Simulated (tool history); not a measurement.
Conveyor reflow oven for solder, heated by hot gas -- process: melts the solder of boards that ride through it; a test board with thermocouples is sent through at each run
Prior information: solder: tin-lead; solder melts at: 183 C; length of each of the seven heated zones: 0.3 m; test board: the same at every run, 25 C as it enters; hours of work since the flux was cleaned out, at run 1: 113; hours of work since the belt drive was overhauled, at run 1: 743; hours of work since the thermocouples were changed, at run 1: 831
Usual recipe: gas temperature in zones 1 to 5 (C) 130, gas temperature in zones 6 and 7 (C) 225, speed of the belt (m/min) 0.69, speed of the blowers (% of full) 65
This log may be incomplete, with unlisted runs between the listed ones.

run,day,gas temperature in zones 1 to 5 (C),gas temperature in zones 6 and 7 (C),speed of the belt (m/min),speed of the blowers (% of full),hours of work since the flux was cleaned out,hours of work since the belt drive was overhauled,hours of work since the thermocouples were changed,highest temperature of the board (C),time above the solder's melting point (s)
1,0,130,225,0.69,65,113,743,831,201.5,25.3
2,3.083,130,225,0.69,65,171,801,889,201.5,25.2
# day 5.912: flux residue cleaned out of gas plates and filters
3,6.5,130,225,0.69,82,11,862,949,207.8,31.4
# day 9.092: thermocouples of zones 6 and 7 changed
4,9.604,130,225,0.69,65,68,919,10,200.1,23.6
5,12.158,130,225,0.69,65,116,967,58,199.5,24
6,15.254,130,225,0.69,65,174,1025,116,199.8,23.4
# day 17.4: belt drive overhauled, speed set with a stopwatch
7,17.475,130,225,0.69,65,213,1,155,198.6,21.8
# day 18.196: flux residue cleaned out of gas plates and filters
8,20.088,130,225,0.69,60,36,47,200,198.3,21.6
9,23.212,130,222,0.69,65,94,105,259,197.7,20.9
10,26.638,130,225,0.69,65,159,170,323,199.7,23
# day 30.029: flux residue cleaned out of gas plates and filters
11,30.238,130,237,0.69,65,4,234,387,210,31.4
12,33.35,130,237,0.69,65,62,292,446,210.1,31.7
13,35.804,130,237,0.69,65,109,338,492,209.7,31.1
14,37.358,130,237,0.69,65,138,368,521,209.5,31.3
15,39.875,130,237,0.69,65,185,415,568,209.4,31.4
# day 41.829: flux residue cleaned out of gas plates and filters
16,42.475,130,237,0.69,65,12,460,613,210.9,32.8
17,45.883,130,222,0.69,53,76,524,677,194.4,17
18,47.558,133,233,0.806,72,108,556,709,203.3,23.6
19,49.95,133,233,0.806,72,153,601,754,203.6,22.9

Forecast run 20:
20,51.85,115,225,0.69,60,189,637,790,?,?

{"run 20": {"highest temperature of the board (C)": 194.6, "time above the solder's melting point (s)": 16.1}}
Take away the tool's hidden state, keep the run-to-run variation as it was, and the same run would have given highest temperature of the board (C) 193.9, time above the solder's melting point (s) 15.2.

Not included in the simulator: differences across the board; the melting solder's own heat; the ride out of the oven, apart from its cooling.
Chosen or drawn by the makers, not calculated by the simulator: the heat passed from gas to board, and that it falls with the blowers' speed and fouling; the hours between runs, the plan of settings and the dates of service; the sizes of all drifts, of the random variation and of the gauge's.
